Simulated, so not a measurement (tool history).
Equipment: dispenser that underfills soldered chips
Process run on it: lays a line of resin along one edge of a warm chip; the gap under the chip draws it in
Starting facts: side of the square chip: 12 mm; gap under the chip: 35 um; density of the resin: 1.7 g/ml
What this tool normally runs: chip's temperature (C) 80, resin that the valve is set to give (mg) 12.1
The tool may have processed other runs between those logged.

run	day	chip's temperature (C)	resin that the valve is set to give (mg)	time until the resin shows at the far edge (s)	resin that the valve gave (mg)
1	0.000	80	12.1	304.8	12.02
# day 0.358: new syringe of resin
2	0.450	80	12.1	299.4	12.01
# day 0.788: new syringe of resin
3	0.788	80	12.1	294.6	12.01
# day 1.229: new syringe of resin
4	1.238	83	12.1	262.3	11.95
5	1.429	83	12.1	290.1	11.82
# day 1.646: new syringe of resin
6	1.875	83	12.1	290.4	11.84
# day 2.067: new syringe of resin
7	2.271	83	12.1	280.5	11.75
# day 2.508: new syringe of resin
8	2.725	83	12.1	277.5	11.63
# day 2.946: new syringe of resin
9	2.983	83	12.1	261.4	11.55
10	3.233	83	12.1	293.0	11.61
# day 3.404: new syringe of resin
11	3.646	83	12.1	295.6	11.49
# day 3.825: new syringe of resin
12	3.942	83	12.1	278.3	11.38
# day 4.279: new syringe of resin
13	4.288	83	12.1	261.8	11.40
14	4.492	83	12.1	296.9	11.40
# day 4.696: new syringe of resin
15	4.725	83	12.1	269.6	11.32
16	4.938	85	11.0	285.7	10.25
# day 5.121: new syringe of resin
17	5.325	72	11.8	507.9	10.98
# day 5.550: new syringe of resin
18	5.588	65	11.1	689.6	10.13
19	5.883	81	15.4	328.7	14.19
# day 5.992: new syringe of resin
20	6.362	91	13.9	216.9	12.69
# day 6.408: new syringe of resin
21	6.775	91	13.9	215.0	12.63
# day 6.854: new syringe of resin
# day 7.162: dispensing valve cleaned and set on the balance
22	7.242	85	12.2	283.2	12.19
# day 7.325: new syringe of resin
23	7.450	85	12.2	255.9	12.25

Run by run, hidden condition taken away, random variation retained:
Hidden state at play: resin's viscosity, % of fresh resin's; dose that the valve gives, % of what is set; true chip temperature over the reading, C; drift of the gauge itself on fill_s, %; drift of the gauge itself on given_mg, %.
run	time until the resin shows at the far edge (s)	resin that the valve gave (mg)
1	273.8	12.07
2	269.4	12.13
3	272.9	12.17
4	235.8	12.19
5	237.2	12.08
6	238.1	12.18
7	234.4	12.14
8	231.2	12.09
9	235.7	12.06
10	233.6	12.16
11	239.7	12.10
12	238.9	12.04
13	234.7	12.12
14	240.5	12.15
15	236.5	12.10
16	224.3	10.99
17	405.2	11.84
18	594.7	10.96
19	252.8	15.41
20	162.8	13.87
21	161.2	13.87
22	216.2	12.21
23	219.2	12.31
